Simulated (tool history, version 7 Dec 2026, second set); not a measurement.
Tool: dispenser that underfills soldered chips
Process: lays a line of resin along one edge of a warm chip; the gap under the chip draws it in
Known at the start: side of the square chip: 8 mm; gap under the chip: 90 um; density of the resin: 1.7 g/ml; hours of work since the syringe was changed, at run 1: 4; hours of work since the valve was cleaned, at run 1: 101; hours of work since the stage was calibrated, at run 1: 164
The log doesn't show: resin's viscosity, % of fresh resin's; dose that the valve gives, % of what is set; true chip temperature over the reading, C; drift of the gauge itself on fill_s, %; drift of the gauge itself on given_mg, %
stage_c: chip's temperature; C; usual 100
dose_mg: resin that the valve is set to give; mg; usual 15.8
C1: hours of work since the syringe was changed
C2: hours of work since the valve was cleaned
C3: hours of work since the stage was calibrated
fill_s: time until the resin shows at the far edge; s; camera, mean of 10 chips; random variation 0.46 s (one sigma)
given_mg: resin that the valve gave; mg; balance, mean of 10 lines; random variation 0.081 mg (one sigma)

run 1 day=0.000 | stage_c=100 dose_mg=15.8 | C1=4 C2=101 C3=164 | fill_s=45.3 given_mg=14.23
run 2 day=0.117 | stage_c=100 dose_mg=15.8 | C1=6 C2=103 C3=166 | fill_s=51.3 given_mg=14.20
-- day=0.333 new syringe of resin
run 3 day=0.396 | stage_c=100 dose_mg=15.8 | C1=1 C2=107 C3=170 | fill_s=37.6 given_mg=14.16
run 4 day=0.538 | stage_c=100 dose_mg=15.8 | C1=3 C2=110 C3=172 | fill_s=44.6 given_mg=14.18
run 5 day=0.767 | stage_c=100 dose_mg=15.2 | C1=7 C2=114 C3=176 | fill_s=56.2 given_mg=13.51
-- day=0.888 new syringe of resin
run 6 day=0.971 | stage_c=111 dose_mg=15.2 | C1=1 C2=117 C3=180 | fill_s=29.1 given_mg=13.57
run 7 day=1.238 | stage_c=100 dose_mg=19.4 | C1=6 C2=121 C3=184 | fill_s=50.2 given_mg=16.99
-- day=1.342 dispensing valve cleaned and set on the balance
-- day=1.475 new syringe of resin
run 8 day=1.525 | stage_c=109 dose_mg=16.5 | C1=1 C2=3 C3=188 | fill_s=28.8 given_mg=16.48
run 9 day=1.683 | stage_c=109 dose_mg=16.5 | C1=4 C2=6 C3=191 | fill_s=34.7 given_mg=16.52
run 10 day=1.854 | stage_c=110 dose_mg=19.1 | C1=6 C2=9 C3=194 | fill_s=41.3 given_mg=18.92
-- day=2.017 new syringe of resin
run 11 day=2.054 | stage_c=89 dose_mg=16.4 | C1=1 C2=12 C3=197 | fill_s=49.2 given_mg=16.29
run 12 day=2.233 | stage_c=86 dose_mg=16.0 | C1=4 C2=15 C3=200 | fill_s=66.6 given_mg=15.78
run 13 day=2.496 | stage_c=85 dose_mg=18.3 | C1=8 C2=19 C3=205 | fill_s=90.0 given_mg=17.82
-- day=2.567 new syringe of resin
run 14 day=2.662 | stage_c=96 dose_mg=16.0 | C1=2 C2=22 C3=207 | fill_s=41.9 given_mg=15.67

3 ways to go on from here, each from the tool as it stands after run 14. What would each give?
run A day=2.912 | stage_c=88 dose_mg=16.0 | C1=6 C2=26 C3=212 | fill_s=? given_mg=?
run B day=2.912 | stage_c=106 dose_mg=17.7 | C1=6 C2=26 C3=212 | fill_s=? given_mg=?
run C day=2.912 | stage_c=91 dose_mg=14.4 | C1=6 C2=26 C3=212 | fill_s=? given_mg=?

run=A fill_s=70.4 given_mg=15.61
run=B fill_s=42.4 given_mg=17.36
run=C fill_s=66.5 given_mg=14.07
Without the tool's hidden state the same runs would have given:
run=A fill_s=48.2 given_mg=15.98
run=B fill_s=29.0 given_mg=17.78
run=C fill_s=45.5 given_mg=14.41
